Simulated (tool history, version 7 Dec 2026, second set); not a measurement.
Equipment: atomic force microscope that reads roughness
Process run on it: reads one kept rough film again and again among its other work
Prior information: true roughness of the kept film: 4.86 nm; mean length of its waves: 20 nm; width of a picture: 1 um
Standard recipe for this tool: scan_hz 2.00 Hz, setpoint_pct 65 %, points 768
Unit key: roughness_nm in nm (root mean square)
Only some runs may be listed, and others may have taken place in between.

| run | hour | scan_hz | setpoint_pct | points | roughness_nm |
|---|---|---|---|---|---|
| 1 | 0.0 | 2.00 | 65 | 768 | 2.582 |
| 2 | 36.8 | 2.00 | 65 | 768 | 2.297 |
|  | 62.8 | new tip fitted |
| 3 | 73.7 | 2.00 | 80 | 768 | 3.160 |
| 4 | 116.0 | 2.00 | 80 | 768 | 2.605 |
| 5 | 155.2 | 2.00 | 80 | 768 | 2.228 |
| 6 | 177.1 | 2.00 | 65 | 768 | 2.253 |
|  | 189.8 | new tip fitted |
| 7 | 210.3 | 2.00 | 65 | 768 | 3.246 |
| 8 | 246.2 | 2.00 | 65 | 768 | 2.801 |
| 9 | 273.7 | 2.00 | 65 | 768 | 2.499 |
| 10 | 305.0 | 2.00 | 65 | 768 | 2.261 |
|  | 316.3 | new tip fitted |
| 11 | 332.3 | 1.83 | 77 | 461 | 3.100 |
| 12 | 367.2 | 0.57 | 70 | 835 | 2.894 |
| 13 | 389.7 | 0.60 | 67 | 268 | 2.576 |
| 14 | 426.5 | 2.70 | 57 | 300 | 2.241 |
|  | 442.9 | new tip fitted |
| 15 | 447.0 | 2.70 | 57 | 300 | 3.492 |
| 16 | 480.9 | 2.70 | 57 | 300 | 2.970 |
| 17 | 519.9 | 0.59 | 59 | 713 | 2.711 |

Consider 4 possible next runs. They are alternatives, not a sequence: every one starts from the tool as it was left by run 17. What does each give?
| A | 549.3 | 1.23 | 65 | 320 | ? |
| B | 549.3 | 1.54 | 90 | 270 | ? |
| C | 549.3 | 1.34 | 59 | 782 | ? |
| D | 549.3 | 2.88 | 85 | 768 | ? |

| run | roughness_nm |
|---|---|
| A | 2.355 |
| B | 2.038 |
| C | 2.433 |
| D | 1.951 |
With no hidden state in the tool, these same runs would have given:
| run | roughness_nm |
|---|---|
| A | 3.681 |
| B | 3.182 |
| C | 3.801 |
| D | 3.050 |

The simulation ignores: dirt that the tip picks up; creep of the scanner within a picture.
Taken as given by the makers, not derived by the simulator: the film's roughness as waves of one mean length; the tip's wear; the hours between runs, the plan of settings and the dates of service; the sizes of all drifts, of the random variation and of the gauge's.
